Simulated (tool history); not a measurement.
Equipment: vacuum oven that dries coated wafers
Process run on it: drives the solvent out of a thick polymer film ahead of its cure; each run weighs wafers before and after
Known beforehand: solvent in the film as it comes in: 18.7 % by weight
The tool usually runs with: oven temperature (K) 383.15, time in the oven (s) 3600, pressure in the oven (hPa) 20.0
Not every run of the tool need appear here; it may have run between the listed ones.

{"run": 1, "hour": 0.0, "oven temperature (K)": 383.15, "time in the oven (s)": 3600, "pressure in the oven (hPa)": 20.0, "solvent left in the film (%)": 3.51}
{"run": 2, "hour": 22.9, "oven temperature (K)": 383.15, "time in the oven (s)": 3360, "pressure in the oven (hPa)": 20.0, "solvent left in the film (%)": 3.85}
{"run": 3, "hour": 62.5, "oven temperature (K)": 383.15, "time in the oven (s)": 2340, "pressure in the oven (hPa)": 20.0, "solvent left in the film (%)": 5.38}
{"run": 4, "hour": 85.9, "oven temperature (K)": 383.15, "time in the oven (s)": 2340, "pressure in the oven (hPa)": 20.0, "solvent left in the film (%)": 5.35}
{"run": 5, "hour": 125.3, "oven temperature (K)": 383.15, "time in the oven (s)": 2340, "pressure in the oven (hPa)": 20.0, "solvent left in the film (%)": 5.47}
{"run": 6, "hour": 165.0, "oven temperature (K)": 383.15, "time in the oven (s)": 2340, "pressure in the oven (hPa)": 20.4, "solvent left in the film (%)": 5.57}
{"run": 7, "hour": 191.4, "oven temperature (K)": 389.15, "time in the oven (s)": 3600, "pressure in the oven (hPa)": 20.0, "solvent left in the film (%)": 2.41}
{"run": 8, "hour": 208.5, "oven temperature (K)": 383.15, "time in the oven (s)": 3600, "pressure in the oven (hPa)": 20.0, "solvent left in the film (%)": 3.57}
{"run": 9, "hour": 237.1, "oven temperature (K)": 383.15, "time in the oven (s)": 3600, "pressure in the oven (hPa)": 20.2, "solvent left in the film (%)": 3.62}
{"run": 10, "hour": 258.9, "oven temperature (K)": 383.15, "time in the oven (s)": 3840, "pressure in the oven (hPa)": 20.0, "solvent left in the film (%)": 3.47}
{"run": 11, "hour": 276.5, "oven temperature (K)": 383.15, "time in the oven (s)": 3840, "pressure in the oven (hPa)": 20.0, "solvent left in the film (%)": 3.28}
{"run": 12, "hour": 310.9, "oven temperature (K)": 383.15, "time in the oven (s)": 5520, "pressure in the oven (hPa)": 20.0, "solvent left in the film (%)": 2.43}
{"run": 13, "hour": 328.9, "oven temperature (K)": 396.15, "time in the oven (s)": 3600, "pressure in the oven (hPa)": 20.0, "solvent left in the film (%)": 1.67}
{"run": 14, "hour": 364.0, "oven temperature (K)": 396.15, "time in the oven (s)": 3600, "pressure in the oven (hPa)": 20.0, "solvent left in the film (%)": 1.59}
{"run": 15, "hour": 396.8, "oven temperature (K)": 385.15, "time in the oven (s)": 3600, "pressure in the oven (hPa)": 20.0, "solvent left in the film (%)": 3.25}
{"run": 16, "hour": 420.7, "oven temperature (K)": 385.15, "time in the oven (s)": 3600, "pressure in the oven (hPa)": 20.0, "solvent left in the film (%)": 3.17}
{"run": 17, "hour": 444.4, "oven temperature (K)": 381.15, "time in the oven (s)": 4560, "pressure in the oven (hPa)": 67.8, "solvent left in the film (%)": 7.36}
{"run": 18, "hour": 463.4, "oven temperature (K)": 378.15, "time in the oven (s)": 4380, "pressure in the oven (hPa)": 35.1, "solvent left in the film (%)": 5.44}
{"run": 19, "hour": 490.8, "oven temperature (K)": 398.15, "time in the oven (s)": 4380, "pressure in the oven (hPa)": 35.1, "solvent left in the film (%)": 2.02}
{"run": 20, "hour": 523.5, "oven temperature (K)": 388.15, "time in the oven (s)": 6060, "pressure in the oven (hPa)": 20.0, "solvent left in the film (%)": 1.67}
{"run": 21, "hour": 561.4, "oven temperature (K)": 388.15, "time in the oven (s)": 6060, "pressure in the oven (hPa)": 20.0, "solvent left in the film (%)": 1.71}
{"run": 22, "hour": 594.1, "oven temperature (K)": 389.15, "time in the oven (s)": 5340, "pressure in the oven (hPa)": 36.6, "solvent left in the film (%)": 2.98}

What if the next run were any one of these 4? Each begins from the tool's condition after run 22:
{"run": "A", "hour": 618.0, "oven temperature (K)": 378.15, "time in the oven (s)": 5340, "pressure in the oven (hPa)": 27.9, "solvent left in the film (%)": "?"}
{"run": "B", "hour": 618.0, "oven temperature (K)": 368.15, "time in the oven (s)": 3240, "pressure in the oven (hPa)": 27.6, "solvent left in the film (%)": "?"}
{"run": "C", "hour": 618.0, "oven temperature (K)": 393.15, "time in the oven (s)": 3600, "pressure in the oven (hPa)": 20.0, "solvent left in the film (%)": "?"}
{"run": "D", "hour": 618.0, "oven temperature (K)": 380.15, "time in the oven (s)": 5340, "pressure in the oven (hPa)": 36.6, "solvent left in the film (%)": "?"}

run=A solvent_left_in_the_film_(%)=4.25
run=B solvent_left_in_the_film_(%)=8.86
run=C solvent_left_in_the_film_(%)=1.91
run=D solvent_left_in_the_film_(%)=4.60
Had the tool no hidden state, the same runs would have come out as:
run=A solvent_left_in_the_film_(%)=4.07
run=B solvent_left_in_the_film_(%)=8.65
run=C solvent_left_in_the_film_(%)=1.81
run=D solvent_left_in_the_film_(%)=4.42

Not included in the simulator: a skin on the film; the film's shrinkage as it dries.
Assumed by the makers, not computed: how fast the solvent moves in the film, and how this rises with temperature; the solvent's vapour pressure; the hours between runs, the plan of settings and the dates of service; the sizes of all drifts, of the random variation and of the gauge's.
